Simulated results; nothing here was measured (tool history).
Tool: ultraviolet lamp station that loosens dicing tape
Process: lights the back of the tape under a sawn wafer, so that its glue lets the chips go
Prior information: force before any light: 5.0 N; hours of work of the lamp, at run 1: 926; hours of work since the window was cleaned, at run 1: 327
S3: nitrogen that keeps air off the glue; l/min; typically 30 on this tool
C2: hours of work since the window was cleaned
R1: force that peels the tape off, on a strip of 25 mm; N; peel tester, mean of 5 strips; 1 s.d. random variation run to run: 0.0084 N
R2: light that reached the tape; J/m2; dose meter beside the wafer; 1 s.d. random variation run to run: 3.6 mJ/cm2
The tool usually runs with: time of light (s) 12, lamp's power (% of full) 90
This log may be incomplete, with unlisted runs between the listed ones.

run 1 hour=0 | time_of_light_(s)=12 lamp's_power_(%_of_full)=90 S3=30 | hours_of_work_of_the_lamp=926 C2=327 | R1=0.53 R2=4800
run 2 hour=53.6 | time_of_light_(s)=12 lamp's_power_(%_of_full)=90 S3=30 | hours_of_work_of_the_lamp=951 C2=352 | R1=0.527 R2=4800
run 3 hour=93.9 | time_of_light_(s)=12 lamp's_power_(%_of_full)=90 S3=26 | hours_of_work_of_the_lamp=970 C2=371 | R1=0.582 R2=4760
run 4 hour=138.6 | time_of_light_(s)=12 lamp's_power_(%_of_full)=90 S3=30 | hours_of_work_of_the_lamp=991 C2=392 | R1=0.534 R2=4760
run 5 hour=196.2 | time_of_light_(s)=12 lamp's_power_(%_of_full)=90 S3=30 | hours_of_work_of_the_lamp=1018 C2=419 | R1=0.555 R2=4720
run 6 hour=246.1 | time_of_light_(s)=12 lamp's_power_(%_of_full)=90 S3=18 | hours_of_work_of_the_lamp=1042 C2=443 | R1=0.782 R2=4640
run 7 hour=284.6 | time_of_light_(s)=12 lamp's_power_(%_of_full)=90 S3=18 | hours_of_work_of_the_lamp=1060 C2=461 | R1=0.757 R2=4590
run 8 hour=331 | time_of_light_(s)=12 lamp's_power_(%_of_full)=90 S3=30 | hours_of_work_of_the_lamp=1081 C2=483 | R1=0.57 R2=4600
run 9 hour=380.3 | time_of_light_(s)=12 lamp's_power_(%_of_full)=90 S3=30 | hours_of_work_of_the_lamp=1105 C2=506 | R1=0.575 R2=4540
run 10 hour=424 | time_of_light_(s)=12 lamp's_power_(%_of_full)=90 S3=35 | hours_of_work_of_the_lamp=1125 C2=526 | R1=0.514 R2=4510
run 11 hour=464.8 | time_of_light_(s)=12 lamp's_power_(%_of_full)=83 S3=30 | hours_of_work_of_the_lamp=1144 C2=545 | R1=0.693 R2=4180
run 12 hour=503 | time_of_light_(s)=12 lamp's_power_(%_of_full)=83 S3=30 | hours_of_work_of_the_lamp=1162 C2=563 | R1=0.671 R2=4120
run 13 hour=540 | time_of_light_(s)=17 lamp's_power_(%_of_full)=83 S3=30 | hours_of_work_of_the_lamp=1180 C2=581 | R1=0.337 R2=5840
-- hour=547.7 window cleaned of glue's vapour
run 14 hour=582 | time_of_light_(s)=17 lamp's_power_(%_of_full)=83 S3=30 | hours_of_work_of_the_lamp=1199 C2=16 | R1=0.295 R2=6170
run 15 hour=628.9 | time_of_light_(s)=12 lamp's_power_(%_of_full)=90 S3=28 | hours_of_work_of_the_lamp=1221 C2=38 | R1=0.564 R2=4790
run 16 hour=653.3 | time_of_light_(s)=12 lamp's_power_(%_of_full)=90 S3=28 | hours_of_work_of_the_lamp=1233 C2=50 | R1=0.539 R2=4760
run 17 hour=686.7 | time_of_light_(s)=12 lamp's_power_(%_of_full)=90 S3=28 | hours_of_work_of_the_lamp=1248 C2=65 | R1=0.561 R2=4680
run 18 hour=745.5 | time_of_light_(s)=12 lamp's_power_(%_of_full)=90 S3=28 | hours_of_work_of_the_lamp=1276 C2=93 | R1=0.557 R2=4650
run 19 hour=798.8 | time_of_light_(s)=12 lamp's_power_(%_of_full)=90 S3=30 | hours_of_work_of_the_lamp=1301 C2=118 | R1=0.55 R2=4630
run 20 hour=834.3 | time_of_light_(s)=12 lamp's_power_(%_of_full)=90 S3=30 | hours_of_work_of_the_lamp=1318 C2=135 | R1=0.556 R2=4640
run 21 hour=890.4 | time_of_light_(s)=12 lamp's_power_(%_of_full)=90 S3=30 | hours_of_work_of_the_lamp=1344 C2=161 | R1=0.564 R2=4580
run 22 hour=917.1 | time_of_light_(s)=17 lamp's_power_(%_of_full)=65 S3=30 | hours_of_work_of_the_lamp=1356 C2=173 | R1=0.528 R2=4650
run 23 hour=961.5 | time_of_light_(s)=17 lamp's_power_(%_of_full)=65 S3=30 | hours_of_work_of_the_lamp=1377 C2=194 | R1=0.559 R2=4650
run 24 hour=1006.7 | time_of_light_(s)=12 lamp's_power_(%_of_full)=77 S3=14 | hours_of_work_of_the_lamp=1398 C2=216 | R1=1.277 R2=3830
run 25 hour=1039.2 | time_of_light_(s)=13 lamp's_power_(%_of_full)=70 S3=58 | hours_of_work_of_the_lamp=1414 C2=231 | R1=0.557 R2=3850
run 26 hour=1071.8 | time_of_light_(s)=22 lamp's_power_(%_of_full)=71 S3=45 | hours_of_work_of_the_lamp=1429 C2=246 | R1=0.209 R2=6500
run 27 hour=1108.6 | time_of_light_(s)=22 lamp's_power_(%_of_full)=89 S3=34 | hours_of_work_of_the_lamp=1446 C2=263 | R1=0.164 R2=8030
run 28 hour=1157.8 | time_of_light_(s)=7 lamp's_power_(%_of_full)=83 S3=25 | hours_of_work_of_the_lamp=1469 C2=286 | R1=1.647 R2=2410
run 29 hour=1192.8 | time_of_light_(s)=8 lamp's_power_(%_of_full)=70 S3=20 | hours_of_work_of_the_lamp=1486 C2=303 | R1=1.938 R2=2250
run 30 hour=1250 | time_of_light_(s)=24 lamp's_power_(%_of_full)=86 S3=30 | hours_of_work_of_the_lamp=1513 C2=330 | R1=0.161 R2=8380
run 31 hour=1294 | time_of_light_(s)=24 lamp's_power_(%_of_full)=86 S3=30 | hours_of_work_of_the_lamp=1533 C2=350 | R1=0.162 R2=8210
run 32 hour=1340.2 | time_of_light_(s)=23 lamp's_power_(%_of_full)=90 S3=30 | hours_of_work_of_the_lamp=1555 C2=372 | R1=0.165 R2=8260
run 33 hour=1377.7 | time_of_light_(s)=23 lamp's_power_(%_of_full)=90 S3=28 | hours_of_work_of_the_lamp=1573 C2=390 | R1=0.174 R2=8140
run 34 hour=1411.6 | time_of_light_(s)=23 lamp's_power_(%_of_full)=90 S3=40 | hours_of_work_of_the_lamp=1589 C2=406 | R1=0.146 R2=8140

What will run 35 give?
run 35 hour=1464.4 | time_of_light_(s)=23 lamp's_power_(%_of_full)=90 S3=40 | hours_of_work_of_the_lamp=1613 C2=430 | R1=? R2=?

R1: 0.139 N
R2: 8050 J/m2
Without the tool's hidden state the same run would have given R1 0.096 N, R2 11230 J/m2.

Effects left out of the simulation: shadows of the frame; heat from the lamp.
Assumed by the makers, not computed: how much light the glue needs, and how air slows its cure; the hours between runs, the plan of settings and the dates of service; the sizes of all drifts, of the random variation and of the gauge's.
